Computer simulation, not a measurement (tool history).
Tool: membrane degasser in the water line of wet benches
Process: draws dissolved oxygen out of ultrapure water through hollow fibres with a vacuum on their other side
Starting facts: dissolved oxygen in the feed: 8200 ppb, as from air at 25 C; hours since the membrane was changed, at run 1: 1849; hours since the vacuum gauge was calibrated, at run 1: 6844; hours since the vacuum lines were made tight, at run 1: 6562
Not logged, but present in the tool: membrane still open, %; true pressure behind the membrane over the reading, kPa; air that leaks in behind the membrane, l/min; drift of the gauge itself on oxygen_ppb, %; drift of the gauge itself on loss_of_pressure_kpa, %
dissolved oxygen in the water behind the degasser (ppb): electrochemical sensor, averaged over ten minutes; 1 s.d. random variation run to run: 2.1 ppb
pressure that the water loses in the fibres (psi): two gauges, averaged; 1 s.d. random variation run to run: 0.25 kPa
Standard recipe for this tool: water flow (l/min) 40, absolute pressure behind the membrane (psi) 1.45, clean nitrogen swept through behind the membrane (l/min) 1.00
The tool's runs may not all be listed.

run    hour  water flow (l/min)  absolute pressure behind the membrane (psi)  clean nitrogen swept through behind the membrane (l/min)  hours since the membrane was changed  hours since the vacuum gauge was calibrated  hours since the vacuum lines were made tight  dissolved oxygen in the water behind the degasser (ppb)  pressure that the water loses in the fibres (psi)
  1     0.0                  40                                         1.45                                                      1.00                                  1849                                         6844                                          6562                                                    525.7                                              9.954
  2    36.0                  40                                         1.45                                                      1.00                                  1885                                         6880                                          6598                                                    527.9                                             10.015
  3    59.4                  40                                         1.52                                                      1.00                                  1909                                         6904                                          6621                                                    562.2                                              9.874
  4   109.4                  40                                         1.52                                                      1.00                                  1959                                         6954                                          6671                                                    562.9                                              9.928
  5   138.3                  25                                         1.45                                                      1.00                                  1988                                         6983                                          6700                                                    361.0                                              6.209
  6   188.2                  25                                         1.45                                                      1.00                                  2038                                         7033                                          6750                                                    357.5                                              6.186
  7   231.8                  40                                         1.45                                                      1.00                                  2081                                         7076                                          6794                                                    523.8                                              9.997
  8   261.1                  40                                         1.45                                                      1.00                                  2111                                         7105                                          6823                                                    526.5                                              9.919
  9   306.5                  40                                         1.45                                                      1.00                                  2156                                         7151                                          6868                                                    522.8                                             10.026
 10   334.7                  40                                         1.45                                                      2.32                                  2184                                         7179                                          6897                                                    266.9                                              9.952
 11   375.4                  40                                         1.28                                                      2.32                                  2225                                         7220                                          6937                                                    223.3                                              9.876
 12   421.4                  48                                         1.28                                                      2.32                                  2271                                         7266                                          6983                                                    265.3                                             11.971
 13   465.4                  48                                         0.88                                                      2.32                                  2315                                         7310                                          7027                                                    145.1                                             11.866
 14   506.5                  27                                         1.45                                                      1.00                                  2356                                         7351                                          7069                                                    382.2                                              6.738
 15   539.4                  40                                         1.58                                                      1.00                                  2389                                         7384                                          7101                                                    588.9                                              9.970
 16   589.1                  40                                         1.58                                                      1.00                                  2438                                         7433                                          7151                                                    592.2                                              9.881
 17   635.5                  40                                         1.58                                                      1.00                                  2485                                         7480                                          7198                                                    590.8                                              9.884
 18   674.0                  60                                         1.22                                                      0.69                                  2523                                         7518                                          7236                                                    710.3                                             14.853
 19   715.2                  52                                         1.06                                                      0.62                                  2565                                         7560                                          7277                                                    555.3                                             12.916
 20   742.1                  38                                         1.06                                                      0.62                                  2591                                         7586                                          7304                                                    445.4                                              9.472
 21   785.7                  38                                         1.06                                                      0.62                                  2635                                         7630                                          7348                                                    444.9                                              9.403
 22   812.5                  38                                         1.06                                                      0.62                                  2662                                         7657                                          7375                                                    445.0                                              9.474
 23   845.3                  50                                         1.33                                                      1.39                                  2695                                         7690                                          7407                                                    439.1                                             12.411
 24   876.5                  40                                         2.34                                                      0.84                                  2726                                         7721                                          7439                                                   1070.4                                              9.908
 25   899.9                  40                                         1.75                                                      1.00                                  2749                                         7744                                          7462                                                    673.5                                              9.894
 26   934.7                  40                                         1.75                                                      1.00                                  2784                                         7779                                          7497                                                    672.8                                              9.951
 27   964.4                  57                                         1.13                                                      0.50                                  2814                                         7809                                          7526                                                    737.1                                             14.156
     1006.1  -- vacuum gauge calibrated
 28  1006.1                  32                                         1.28                                                      2.53                                  2855                                            0                                          7568                                                    167.3                                              7.948
 29  1052.7                  40                                         1.45                                                      1.03                                  2902                                           47                                          7614                                                    514.2                                              9.910
 30  1097.9                  40                                         1.45                                                      1.03                                  2947                                           92                                          7659                                                    511.9                                              9.939
 31  1120.7                  42                                         1.45                                                      0.89                                  2970                                          115                                          7682                                                    597.9                                             10.460

Forecast each of these 4 alternatives for the next run:
  A  1142.5                  42                                         1.45                                                      0.81                                  2991                                          136                                          7704                                                        ?                                                  ?
  B  1142.5                  31                                         1.20                                                      2.70                                  2991                                          136                                          7704                                                        ?                                                  ?
  C  1142.5                  32                                         2.68                                                      0.96                                  2991                                          136                                          7704                                                        ?                                                  ?
  D  1142.5                  44                                         1.45                                                      1.00                                  2991                                          136                                          7704                                                        ?                                                  ?

run  dissolved oxygen in the water behind the degasser (ppb)  pressure that the water loses in the fibres (psi)
  A                                                    642.8                                             10.402
  B                                                    141.2                                              7.658
  C                                                    962.4                                              7.876
  D                                                    563.8                                             10.907
With the hidden condition removed and each run's random variation left untouched, the same runs would have given:
run  dissolved oxygen in the water behind the degasser (ppb)  pressure that the water loses in the fibres (psi)
  A                                                    642.7                                             10.401
  B                                                    141.2                                              7.657
  C                                                    962.4                                              7.874
  D                                                    563.7                                             10.905

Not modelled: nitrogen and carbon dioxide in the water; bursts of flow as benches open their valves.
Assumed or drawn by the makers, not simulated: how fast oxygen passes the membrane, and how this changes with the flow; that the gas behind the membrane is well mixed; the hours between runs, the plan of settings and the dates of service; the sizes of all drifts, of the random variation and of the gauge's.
